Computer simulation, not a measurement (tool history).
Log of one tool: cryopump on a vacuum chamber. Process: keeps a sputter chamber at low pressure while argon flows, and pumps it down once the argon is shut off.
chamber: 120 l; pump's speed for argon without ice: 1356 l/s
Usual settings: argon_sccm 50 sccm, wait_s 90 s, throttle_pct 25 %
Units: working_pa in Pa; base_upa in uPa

run,hour,argon_sccm,wait_s,throttle_pct,working_pa,base_upa
1,0,50,90,25,0.2542,1.5
2,43.1,50,90,25,0.2519,1.58
3,120.2,33,90,25,0.1655,1.59
4,181.8,50,21,25,0.2561,4.96
5,220.7,30,90,25,0.1523,1.56
6,276.1,30,90,25,0.1536,1.54
7,322.8,30,90,48,0.0819,1.54
8,369.3,30,90,48,0.0825,1.59
9,402.9,50,90,25,0.2568,1.55
10,473.3,50,90,25,0.256,1.68
11,512.2,50,90,25,0.2577,1.63
12,546.7,50,90,25,0.2574,1.71
13,585.9,50,90,25,0.2586,1.61
14,663.9,50,90,25,0.2581,1.65
# hour 712.8: pump warmed up, emptied and cooled again
15,738.9,50,90,25,0.2487,1.61
16,772.1,50,109,25,0.2503,1.43
17,848.7,50,109,25,0.2517,1.46
18,926.8,50,109,21,0.2988,1.52
19,960.7,26,90,18,0.1811,1.68
20,1026.2,26,90,18,0.1839,1.65
21,1063.9,50,41,25,0.2536,3.02
22,1121.5,50,41,25,0.2551,3.06
23,1198.1,50,41,25,0.255,3.02
24,1256.6,50,148,25,0.2536,1.3
25,1303.7,50,175,25,0.2565,1.2
26,1354.9,50,175,25,0.2553,1.18
27,1405.8,50,42,21,0.3042,2.91
28,1463.7,50,43,28,0.2301,2.97
29,1529.2,50,272,25,0.2587,1.04
30,1586.4,50,90,28,0.2316,1.81
31,1645.3,79,186,21,0.4819,1.26
32,1681.2,50,29,20,0.3204,4
33,1739.7,86,96,27,0.4156,1.75

The same runs without the tool's hidden state, with the same run-to-run variation:
The hidden state here: pump's speed, % of a pump's without ice; cold plate's temperature, K; leak into the chamber, uPa l/s; drift of the gauge itself on working_pa, %; drift of the gauge itself on base_upa, %.
run,working_pa,base_upa
1,0.2502,1.29
2,0.2475,1.35
3,0.1622,1.35
4,0.2505,4.71
5,0.1487,1.3
6,0.1497,1.28
7,0.0778,1.27
8,0.0781,1.3
9,0.2492,1.26
10,0.2479,1.36
11,0.2493,1.31
12,0.2487,1.37
13,0.2494,1.28
14,0.2482,1.31
15,0.2472,1.31
16,0.2486,1.12
17,0.2494,1.15
18,0.2959,1.18
19,0.1794,1.33
20,0.182,1.3
21,0.2496,2.66
22,0.2506,2.68
23,0.2497,2.64
24,0.2479,0.89
25,0.2503,0.79
26,0.2487,0.76
27,0.2972,2.49
28,0.2226,2.52
29,0.2504,0.59
30,0.2229,1.33
31,0.4673,0.77
32,0.3109,3.52
33,0.3982,1.23
